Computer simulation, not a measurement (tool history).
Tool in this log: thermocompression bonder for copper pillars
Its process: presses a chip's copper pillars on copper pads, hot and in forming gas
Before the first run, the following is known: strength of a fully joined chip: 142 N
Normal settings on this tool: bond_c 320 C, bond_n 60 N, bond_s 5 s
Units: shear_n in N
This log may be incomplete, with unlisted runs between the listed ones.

run	hour	bond_c	bond_n	bond_s	shear_n
1	0	320	60	5	73.3
2	28.5	320	60	5	72
3	67.4	320	60	5	71.6
4	93.1	320	60	5	71
5	122	320	60	5	70.1
6	144.6	320	60	5	72.4
7	186.6	320	60	5	69.9
8	230.4	320	60	5	70.1
# hour 243.5: forming gas filter changed
9	255.3	320	60	5	74.8
10	278.5	333	60	5	85.8
11	296.7	333	60	5	85
12	338.2	333	60	5	83.7
13	359.5	333	60	5	83.2
14	396	333	60	5	83.2
15	415.6	347	51	13	106.2
16	436	347	51	13	103.8
17	472.8	349	52	5	83.3
18	508.6	321	39	5	45.6
19	550.2	320	37	4	38.7
20	570.6	301	58	9	66.6
21	610.8	301	58	9	66.3

Run 22, settings as shown, results not yet in. Your forecast:
22	645.4	303	59	4	?

Run 22 produced shear_n 50.9 N.
On a tool with no hidden condition, and with the same random variation, this run would have come out at shear_n 59.4 N.
